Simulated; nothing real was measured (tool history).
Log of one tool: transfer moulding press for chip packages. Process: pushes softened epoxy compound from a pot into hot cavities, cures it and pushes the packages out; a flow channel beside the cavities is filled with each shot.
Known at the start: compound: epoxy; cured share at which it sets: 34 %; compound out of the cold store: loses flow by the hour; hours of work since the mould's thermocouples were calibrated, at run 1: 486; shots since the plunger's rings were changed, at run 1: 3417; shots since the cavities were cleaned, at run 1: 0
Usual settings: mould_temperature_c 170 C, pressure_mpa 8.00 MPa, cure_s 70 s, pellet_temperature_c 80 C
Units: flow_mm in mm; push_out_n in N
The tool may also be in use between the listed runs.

| run | hour | mould_temperature_c | pressure_mpa | cure_s | pellet_temperature_c | hours of work since the mould's thermocouples were calibrated | shots since the plunger's rings were changed | shots since the cavities were cleaned | incoming compound's hours out of the cold store | flow_mm | push_out_n |
|---|---|---|---|---|---|---|---|---|---|---|---|
| 1 | 0.0 | 170 | 8.00 | 70 | 80 | 486 | 3417 | 0 | 28.6 | 720 | 505 |
|  | 50.8 | cavities cleaned with cleaning compound and waxed |
| 2 | 73.9 | 170 | 8.00 | 104 | 80 | 518 | 4271 | 273 | 24.1 | 731 | 411 |
|  | 104.7 | cavities cleaned with cleaning compound and waxed |
| 3 | 140.5 | 170 | 8.00 | 73 | 80 | 548 | 5040 | 423 | 46.1 | 681 | 446 |
|  | 157.0 | cavities cleaned with cleaning compound and waxed |
| 4 | 183.3 | 170 | 8.00 | 73 | 80 | 566 | 5527 | 311 | 27.0 | 721 | 474 |
|  | 209.2 | cavities cleaned with cleaning compound and waxed |
| 5 | 235.8 | 170 | 8.00 | 73 | 80 | 589 | 6129 | 315 | 36.7 | 708 | 477 |
|  | 261.4 | cavities cleaned with cleaning compound and waxed |
| 6 | 288.0 | 170 | 8.00 | 73 | 80 | 611 | 6727 | 313 | 43.6 | 681 | 454 |
|  | 308.6 | plunger's sealing rings changed |
|  | 315.8 | cavities cleaned with cleaning compound and waxed |
| 7 | 330.6 | 170 | 8.00 | 73 | 80 | 629 | 243 | 175 | 24.7 | 734 | 478 |
|  | 368.6 | cavities cleaned with cleaning compound and waxed |
| 8 | 390.0 | 170 | 8.00 | 73 | 80 | 654 | 925 | 252 | 11.4 | 755 | 479 |
|  | 420.6 | cavities cleaned with cleaning compound and waxed |
| 9 | 448.7 | 170 | 8.00 | 109 | 80 | 680 | 1600 | 331 | 39.3 | 699 | 408 |
|  | 471.0 | cavities cleaned with cleaning compound and waxed |
|  | 478.2 | mould's thermocouples calibrated |
| 10 | 502.2 | 170 | 6.82 | 70 | 80 | 11 | 2191 | 345 | 20.4 | 688 | 518 |
|  | 529.1 | cavities cleaned with cleaning compound and waxed |
| 11 | 564.5 | 170 | 8.00 | 70 | 77 | 38 | 2908 | 417 | 40.2 | 688 | 496 |
|  | 580.1 | cavities cleaned with cleaning compound and waxed |
| 12 | 622.4 | 170 | 8.00 | 70 | 80 | 63 | 3574 | 499 | 13.3 | 756 | 518 |
|  | 634.9 | cavities cleaned with cleaning compound and waxed |
| 13 | 673.5 | 170 | 8.00 | 70 | 80 | 85 | 4159 | 455 | 23.9 | 722 | 512 |
|  | 686.4 | cavities cleaned with cleaning compound and waxed |
|  | 739.7 | cavities cleaned with cleaning compound and waxed |
| 14 | 748.7 | 170 | 8.00 | 78 | 81 | 117 | 5011 | 106 | 23.6 | 728 | 459 |
|  | 793.5 | cavities cleaned with cleaning compound and waxed |
| 15 | 795.9 | 170 | 8.00 | 78 | 81 | 138 | 5551 | 29 | 19.8 | 744 | 459 |
|  | 844.4 | cavities cleaned with cleaning compound and waxed |
| 16 | 860.7 | 163 | 7.20 | 77 | 73 | 166 | 6297 | 192 | 33.1 | 705 | 694 |
|  | 894.3 | cavities cleaned with cleaning compound and waxed |
|  | 917.4 | plunger's sealing rings changed |
| 17 | 917.4 | 175 | 9.25 | 93 | 84 | 190 | 0 | 243 | 38.2 | 733 | 412 |
|  | 949.5 | cavities cleaned with cleaning compound and waxed |
| 18 | 978.8 | 170 | 8.00 | 75 | 71 | 216 | 708 | 346 | 25.0 | 734 | 463 |
|  | 1004.2 | cavities cleaned with cleaning compound and waxed |
| 19 | 1015.3 | 170 | 8.00 | 75 | 71 | 232 | 1119 | 130 | 24.3 | 734 | 485 |
|  | 1057.2 | cavities cleaned with cleaning compound and waxed |
| 20 | 1088.0 | 168 | 8.00 | 71 | 87 | 264 | 1960 | 364 | 29.6 | 719 | 528 |

The next listed run, before its measurement:
|  | 1107.8 | cavities cleaned with cleaning compound and waxed |
| 21 | 1142.9 | 170 | 8.00 | 104 | 80 | 288 | 2590 | 414 | 24.7 | ? | ? |

flow_mm: 738 mm
push_out_n: 424 N
Without the tool's hidden state the same run would have given flow_mm 738 mm, push_out_n 421 N.
